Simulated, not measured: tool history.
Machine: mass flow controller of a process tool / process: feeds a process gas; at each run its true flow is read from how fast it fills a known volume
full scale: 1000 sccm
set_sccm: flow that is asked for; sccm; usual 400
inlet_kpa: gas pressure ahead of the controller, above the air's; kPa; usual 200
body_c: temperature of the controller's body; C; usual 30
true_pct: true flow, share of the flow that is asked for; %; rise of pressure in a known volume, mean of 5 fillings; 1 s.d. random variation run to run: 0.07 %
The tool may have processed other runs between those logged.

run      day  set_sccm  inlet_kpa  body_c  true_pct
  1        0       400        200      30     99.34
  2    8.412       400        200      30     99.42
  3   13.004       291        200      30     99.11
  4   18.546       303        200      30     99.34
  5   24.979       400        158      30      99.1
  6   30.654       400        158      30     99.05
  7   34.833       400        158      30     99.05
  8   40.546       400        158      30     98.92
  9   49.121       400        158      30     99.17
 10   55.521       400        163      30     99.28
 11   62.438       400        163      30     99.24
 12   72.262       400        163      30     99.24
 13     79.1       523        200      30     99.86
 14   85.717       400        262      30     99.67
 15   93.367       400        200      30     99.35
 16  101.254       400        200      30     99.32
 17  106.296       400        200      30     99.39
 18  116.038       400        200      30     99.42
 19  122.896       400        200      23     98.66
 20  130.212       318        200      40    100.24
 21  137.288       124        191      30     98.62
 22  142.108       124        191      30     98.69
 23  147.988       124        191      30     98.79
 24  157.033       400        240      24     99.04
 25  164.767       573        156      22     98.48
     166.304  -- controller's zero set anew
 26  171.988       529        272      39    101.01
 27  176.179       746        272      39    101.53
 28  186.012       767        200      29     99.92
 29  196.179       767        200      29     99.99
 30  201.304       767        200      29    100.03
 31  208.458       767        200      29     99.97
 32  215.704       767        200      33    100.48
 33  222.321       767        200      33    100.55

5 options for the next run, each taken on its own from the tool as it stands now. Forecast them:
  A  226.633       591        217      33         ?
  B  226.633       518        172      23         ?
  C  226.633       400        277      24         ?
  D  226.633       400        235      30         ?
  E  226.633       400        164      30         ?

run  true_pct
  A    100.15
  B     98.77
  C     99.14
  D     99.74
  E     99.11
With no hidden state in the tool, these same runs would have given:
run  true_pct
  A    100.15
  B     98.76
  C     99.14
  D     99.74
  E     99.11
